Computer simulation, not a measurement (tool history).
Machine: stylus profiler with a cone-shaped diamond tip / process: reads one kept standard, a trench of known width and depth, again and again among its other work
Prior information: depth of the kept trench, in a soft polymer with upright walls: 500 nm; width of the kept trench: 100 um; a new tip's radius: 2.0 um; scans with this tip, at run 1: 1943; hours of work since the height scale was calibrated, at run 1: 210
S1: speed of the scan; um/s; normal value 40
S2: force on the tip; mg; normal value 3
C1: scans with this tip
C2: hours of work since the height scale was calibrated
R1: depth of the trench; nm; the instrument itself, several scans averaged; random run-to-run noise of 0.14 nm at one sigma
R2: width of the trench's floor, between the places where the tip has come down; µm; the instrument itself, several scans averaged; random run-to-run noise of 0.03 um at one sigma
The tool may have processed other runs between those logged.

run   hour   S1    S2    C1   C2      R1     R2
  1      0   40     3  1943  210   505.9  97.15
  2    7.7   40     2  1982  214  504.74  97.13
  3   23.8   40     2  2063  223  504.66  97.12
  4   39.7   40     2  2144  232  504.43  97.12
  5   47.9   40     2  2186  236  504.38   97.1
  6   61.5   40     2  2254  244  504.63  97.02
  7   77.7   40  8.22  2336  253  511.07  97.15
  8   87.4   40  8.22  2386  258  511.41  97.16
  9     97   40  8.22  2434  263  511.44  97.19
 10  104.7   73     3  2473  268  505.96  97.03
     106.3  -- height scale calibrated on a step standard
 11  122.3   73     3  2560    9  506.02  96.99
 12  133.7   40  2.97  2618   15  506.31  97.07
 13  148.2   40     3  2691   23  506.39  97.08
     155.2  -- height scale calibrated on a step standard, once more
 14  164.4   40     3  2771    5  505.47  97.09
 15  182.3   40     3  2862   15  505.09  97.05
 16  195.1   40     3  2926   22  505.42  97.09
 17  202.5   17  1.24  2964   26  503.04  97.16
 18  213.2   11  2.99  3018   32  505.47  97.11
 19  225.6  114     3  3081   39  505.35  96.85
 20    237  114  2.65  3139   45  505.05  96.75
 21  244.4  114  2.65  3176   49  505.15   96.8
 22  259.4   45  2.22  3252   57  504.54  97.01
 23  276.3   38  2.14  3338   66  504.32  97.05
 24  285.8  101  5.44  3386   72  508.09  96.98
 25  302.7   17  1.14  3472   81  502.81  97.07
 26    319   17  1.14  3554   90  502.84  97.11
 27  335.3   17  2.49  3637   99  504.67  97.04
 28    349   17  2.49  3706  106  504.67  97.08
 29  358.2   10  6.83  3753  111  509.61  97.13
 30  371.8   56  2.32  3822  119     505  96.93
 31  379.8   56  2.32  3863  123  504.75  96.84

What if the next run were any one of these 3? Each begins from the tool's condition after run 31:
  A  391.5  111  2.32  3922  130   ?   ?
  B  391.5   40   1.6  3922  130   ?   ?
  C  391.5   40  5.59  3922  130   ?   ?

run      R1     R2
  A  504.69   96.7
  B   503.6  96.94
  C  508.58  97.04
Without the tool's unlogged condition, the same runs would have read:
run      R1     R2
  A  504.47  96.92
  B  503.39  97.16
  C  508.36  97.25

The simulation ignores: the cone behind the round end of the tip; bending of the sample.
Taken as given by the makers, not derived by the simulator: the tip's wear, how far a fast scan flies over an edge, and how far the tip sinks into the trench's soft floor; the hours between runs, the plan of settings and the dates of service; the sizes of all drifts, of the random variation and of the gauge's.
